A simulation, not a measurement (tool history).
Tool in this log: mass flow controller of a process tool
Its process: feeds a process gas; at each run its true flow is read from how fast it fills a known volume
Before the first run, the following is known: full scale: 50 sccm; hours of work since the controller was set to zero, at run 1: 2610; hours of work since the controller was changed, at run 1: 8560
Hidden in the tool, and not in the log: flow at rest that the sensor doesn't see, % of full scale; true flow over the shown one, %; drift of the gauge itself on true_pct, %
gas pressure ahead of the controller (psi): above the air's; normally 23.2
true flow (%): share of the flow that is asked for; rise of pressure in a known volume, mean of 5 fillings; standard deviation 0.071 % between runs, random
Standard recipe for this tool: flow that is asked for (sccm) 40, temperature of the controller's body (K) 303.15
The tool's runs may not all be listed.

run     hour  flow that is asked for (sccm)  gas pressure ahead of the controller (psi)  temperature of the controller's body (K)  hours of work since the controller was set to zero  hours of work since the controller was changed  true flow (%)
  1        0                             40                                        23.2                                    303.15                                                2610                                            8560          96.38
  2    207.3                             21                                        23.2                                    303.15                                                2756                                            8706          95.46
  3    451.1                             40                                        23.2                                    294.15                                                2927                                            8878          95.65
  4    757.9                             40                                        23.2                                    294.15                                                3144                                            9094          95.28
  5   1079.9                             27                                        23.2                                    303.15                                                3370                                            9321          95.39
  6   1458.1                             27                                        23.2                                    303.15                                                3637                                            9587          95.19
      1812.3  -- controller exchanged for a calibrated one
  7   1822.7                             27                                        23.2                                    303.15                                                   7                                               7          99.68
  8   2122.2                             36                                        23.2                                    303.15                                                 218                                             218          99.76
  9   2312.6                             36                                        23.2                                    303.15                                                 353                                             353           99.8
 10   2604.1                             36                                        23.2                                    303.15                                                 558                                             558          99.52
 11     2810                             36                                        23.2                                    303.15                                                 703                                             703          99.62
 12   3063.1                             36                                        23.2                                    303.15                                                 881                                             881           99.4
 13   3448.9                             36                                        23.2                                    303.15                                                1153                                            1153          99.22
      3483.4  -- controller's zero set anew
 14   3611.7                             36                                        23.2                                    303.15                                                  90                                            1267          98.87
 15     3855                             36                                        23.2                                    303.15                                                 262                                            1439           98.8
 16   4076.5                             40                                        23.2                                    303.15                                                 418                                            1595          98.83
      4230.1  -- controller's zero set anew, once more
 17   4463.9                             40                                        23.2                                    303.15                                                 165                                            1868          99.28
 18   4833.3                             40                                        23.2                                    303.15                                                 425                                            2128          98.92
 19   5057.9                             40                                        23.2                                    303.15                                                 583                                            2286          98.97
 20   5304.3                             40                                        23.2                                    303.15                                                 757                                            2460           98.8
 21     5659                             40                                        23.2                                    303.15                                                1007                                            2709          98.73
 22   5974.5                             40                                        23.2                                    303.15                                                1229                                            2932          98.69
 23   6282.1                             40                                        23.2                                    305.15                                                1446                                            3149          98.66
 24   6531.2                             40                                        23.2                                    305.15                                                1621                                            3324          98.59
 25   6740.5                             40                                        23.2                                    311.15                                                1769                                            3471          98.98
 26   7032.2                              7                                        25.4                                    304.15                                                1974                                            3677          95.44
 27   7305.8                              8                                        23.2                                    303.15                                                2167                                            3870          95.31
 28   7615.2                              8                                        23.2                                    303.15                                                2385                                            4088           95.1
 29   7816.8                             40                                        36.7                                    311.15                                                2527                                            4230          98.92
 30   8206.4                             16                                        29.9                                    307.15                                                2802                                            4504          96.84
 31   8431.6                             12                                        29.9                                    306.15                                                2960                                            4663          95.88
 32   8770.6                             12                                        29.9                                    306.15                                                3199                                            4902          95.78
 33   8954.1                             12                                        29.9                                    306.15                                                3328                                            5031          95.51
 34   9326.2                             41                                        21.2                                    306.15                                                3590                                            5293          97.26
 35   9628.6                             41                                        21.2                                    306.15                                                3804                                            5506          97.11
 36   9939.9                             41                                        21.2                                    306.15                                                4023                                            5726          97.07
 37  10289.6                             43                                        20.3                                    309.15                                                4269                                            5972          97.13
 38  10594.9                             11                                        21.5                                    300.15                                                4484                                            6187          93.03
 39  10906.5                              6                                        24.2                                    303.15                                                4704                                            6407          89.48
 40  11216.4                              9                                        23.4                                    302.15                                                4922                                            6625          91.72
 41  11602.9                             46                                        34.1                                    303.15                                                5195                                            6897          96.76
 42  11763.8                             19                                        21.5                                    303.15                                                5308                                            7011          94.26
 43  12054.3                              6                                        21.5                                    303.15                                                5513                                            7215          87.81
 44  12316.6                              6                                        29.7                                    306.15                                                5697                                            7400          88.05
     12364.1  -- controller's zero set anew
 45  12644.8                             28                                        24.1                                    313.15                                                 198                                            7631          97.46
 46  12842.7                             28                                        33.1                                    313.15                                                 337                                            7770          97.94
 47  13171.5                             17                                        39.5                                    307.15                                                 569                                            8002          96.94
 48  13549.6                              9                                        30.2                                    295.15                                                 835                                            8269          94.69

Branching from run 48: 3 alternative next runs. What would each branch give?
  A  13798.2                              9                                        34.5                                    308.15                                                1010                                            8444              ?
  B  13798.2                             40                                        26.7                                    304.15                                                1010                                            8444              ?
  C  13798.2                             18                                        35.8                                    295.15                                                1010                                            8444              ?

run  true flow (%)
  A          95.75
  B          96.66
  C          95.56
The same runs, with their run-to-run variation unchanged, on a tool lacking any hidden condition would have given:
run  true flow (%)
  A         100.46
  B         100.25
  C          99.54
